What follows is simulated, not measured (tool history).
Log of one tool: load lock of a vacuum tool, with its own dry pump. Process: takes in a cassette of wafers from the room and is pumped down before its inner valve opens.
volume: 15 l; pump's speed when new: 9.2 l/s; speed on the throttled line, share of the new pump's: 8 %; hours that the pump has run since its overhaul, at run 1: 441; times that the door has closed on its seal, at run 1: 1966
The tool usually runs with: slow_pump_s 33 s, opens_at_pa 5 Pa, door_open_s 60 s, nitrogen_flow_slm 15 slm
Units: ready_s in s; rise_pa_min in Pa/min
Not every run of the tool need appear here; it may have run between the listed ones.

run    hour  slow_pump_s  opens_at_pa  door_open_s  nitrogen_flow_slm  hours that the pump has run since its overhaul  times that the door has closed on its seal  incoming humidity of the room's air, %  ready_s  rise_pa_min
  1       0           33            5           60                 15                                             441                                        1966                                    45.5     46.6        0.091
  2   351.1           33            5           60                 15                                             792                                        3532                                    43.4     46.8        0.095
  3     682           33            5           60                 15                                            1123                                        5008                                    44.2     46.7        0.101
  4  1072.1           33            5           60                 15                                            1513                                        6748                                    42.9     46.8        0.106
  5  1301.6           33            5           60                 15                                            1742                                        7772                                    44.3     46.9        0.112
  6  1624.4           33            5           60                 15                                            2065                                        9211                                    42.4     46.8        0.115
  7  1878.5           33            5           60                 15                                            2319                                       10345                                    46.5     46.6        0.128
  8  2201.1           33            5           60                 15                                            2642                                       11784                                    44.9     46.9        0.136
  9  2670.5           33            5           60                 12                                            3111                                       13877                                    40.7       47        0.133
 10  3014.3           33            5           60                 12                                            3455                                       15410                                    44.7       47         0.15
 11  3263.9           33            5           60                 15                                            3705                                       16524                                    47.6     46.9        0.157
 12  3606.6           33            5          154                 15                                            4047                                       18052                                    48.6       47        0.264
 13  3831.5           32            5          154                 15                                            4272                                       19056                                      45     46.2        0.251
 14  4159.5           32            5          154                 15                                            4600                                       20518                                    48.1     46.2        0.272
 15  4610.4           33            5           60                 15                                            5051                                       22529                                    42.1       47        0.183
 16  5107.2           33            5           60                 15                                            5548                                       24745                                      44     47.2        0.197
 17  5403.2           33            5           60                 15                                            5844                                       26066                                    42.3     47.3        0.199
 18  5693.5           33            5           60                 15                                            6134                                       27361                                      43     47.2         0.21
 19  6002.7           33            5           60                 15                                            6444                                       28739                                    47.8     47.3        0.229
 20  6208.1           65            6           73                  5                                            6649                                       29655                                    45.2     76.3        0.266
 21  6423.7           59            5           73                  5                                            6864                                       30617                                      46     71.1         0.28
 22    6655           59            5           73                  5                                            7096                                       31649                                    44.1     71.2        0.266
 23  7049.8           18            8          215                 30                                            7491                                       33410                                    44.9     32.8        0.348
 24  7421.5           18            8          215                 30                                            7862                                       35068                                    44.3     32.8        0.358
 25  7809.1           33            6           60                 34                                            8250                                       36797                                    46.3     47.1        0.259
 26  8127.3           33            6           60                 34                                            8568                                       38216                                    43.9     47.2         0.26

What does the tool deliver on the next run?
 27  8373.9           23            4           60                 15                                            8815                                       39315                                    44.5        ?            ?

ready_s: 38.9 s
rise_pa_min: 0.301 Pa/min
Minus the tool's unlogged condition, the same run would have read ready_s 37.9 s, rise_pa_min 0.088 Pa/min.

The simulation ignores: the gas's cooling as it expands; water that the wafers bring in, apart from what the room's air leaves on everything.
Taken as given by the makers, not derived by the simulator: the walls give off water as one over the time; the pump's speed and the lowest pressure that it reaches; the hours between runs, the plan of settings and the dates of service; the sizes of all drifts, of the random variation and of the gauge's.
